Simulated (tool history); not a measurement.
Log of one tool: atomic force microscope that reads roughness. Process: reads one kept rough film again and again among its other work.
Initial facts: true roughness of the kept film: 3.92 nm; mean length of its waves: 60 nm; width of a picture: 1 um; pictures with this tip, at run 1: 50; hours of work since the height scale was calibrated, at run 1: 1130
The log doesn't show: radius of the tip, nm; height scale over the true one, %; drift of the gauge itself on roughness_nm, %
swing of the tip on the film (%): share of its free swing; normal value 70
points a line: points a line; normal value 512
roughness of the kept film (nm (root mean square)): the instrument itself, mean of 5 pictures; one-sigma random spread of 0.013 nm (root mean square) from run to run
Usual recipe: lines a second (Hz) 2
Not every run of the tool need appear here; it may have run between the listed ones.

run    hour  lines a second (Hz)  swing of the tip on the film (%)  points a line  pictures with this tip  hours of work since the height scale was calibrated  roughness of the kept film (nm (root mean square))
  1       0                    2                                70            512                      50                                                 1130                                               3.511
  2    48.2                    2                                70            512                     110                                                 1158                                               3.412
  3    81.3                    2                                70            512                     151                                                 1178                                               3.377
       95.5  -- new tip fitted
  4   125.8                    2                                70            512                      38                                                 1203                                               3.545
  5   167.9                    2                                70            512                      90                                                 1228                                               3.493
  6     196                    2                                70            512                     124                                                 1244                                                3.41
      232.1  -- new tip fitted
  7   242.4                    2                                70            512                      12                                                 1271                                               3.577
  8   276.1                    2                                70            512                      54                                                 1291                                                3.51
  9   300.8                    2                                70            334                      85                                                 1305                                                3.46
 10   322.4                    2                                70            334                     111                                                 1318                                               3.445
      326.3  -- height scale calibrated on a step standard
        370  -- new tip fitted
 11   371.9                    2                                70            334                       2                                                   26                                               3.587
 12   394.1                    2                                70            334                      29                                                   39                                               3.543
 13   432.7                    2                                70            334                      77                                                   62                                               3.476
      463.5  -- height scale calibrated on a step standard, once more
 14   481.5                    2                                81            334                     136                                                   11                                               3.234
      506.6  -- new tip fitted
 15   506.6                    2                                69            334                       0                                                   25                                               3.609
 16   551.2                    2                                69            334                      55                                                   51                                               3.499
 17   597.6                    2                                65            512                     113                                                   78                                               3.493
 18   640.2                    2                                80            299                     165                                                  103                                               3.225
      643.8  -- new tip fitted
 19   670.1                 0.72                                62            617                      33                                                  120                                               3.716
 20   717.8                 3.08                                57            472                      92                                                  147                                               3.533
 21   759.8                    2                                73            821                     144                                                  172                                               3.357
      780.6  -- new tip fitted
 22   797.8                 1.66                                83            485                      21                                                  194                                               3.407
 23   833.7                 3.32                                85            512                      66                                                  215                                               3.004
 24   870.6                 1.53                                68            445                     112                                                  236                                               3.483
 25   907.3                  0.6                                83            694                     157                                                  257                                               3.469
      915.6  -- new tip fitted
 26     951                  0.6                                83            694                      43                                                  283                                               3.624
 27   971.3                    2                                86            512                      69                                                  294                                               3.248
 28  1020.2                 0.71                                75            314                     129                                                  323                                                3.53
     1050.9  -- new tip fitted
 29  1054.5                 2.51                                75            314                       4                                                  343                                                3.42
 30  1085.8                 0.53                                72            619                      43                                                  361                                               3.688
 31  1120.6                 0.53                                72            619                      86                                                  381                                                3.62
 32    1158                 3.29                                76            687                     132                                                  403                                               3.157

Branching from run 32: 4 alternative next runs. What would each branch give?
     1187.9  -- new tip fitted
  A  1207.7                 3.29                                76            739                      24                                                  432                                                   ?
     1187.9  -- new tip fitted
  B  1207.7                 1.46                                64            563                      24                                                  432                                                   ?
     1187.9  -- new tip fitted
  C  1207.7                 3.29                                68            687                      24                                                  432                                                   ?
     1187.9  -- new tip fitted
  D  1207.7                 1.86                                83            258                      24                                                  432                                                   ?

run  roughness of the kept film (nm (root mean square))
  A                                               3.291
  B                                                3.64
  C                                               3.449
  D                                               3.331
Stripped of hidden state, with their random variation kept, the same runs would have yielded:
run  roughness of the kept film (nm (root mean square))
  A                                               3.322
  B                                               3.674
  C                                               3.481
  D                                               3.363

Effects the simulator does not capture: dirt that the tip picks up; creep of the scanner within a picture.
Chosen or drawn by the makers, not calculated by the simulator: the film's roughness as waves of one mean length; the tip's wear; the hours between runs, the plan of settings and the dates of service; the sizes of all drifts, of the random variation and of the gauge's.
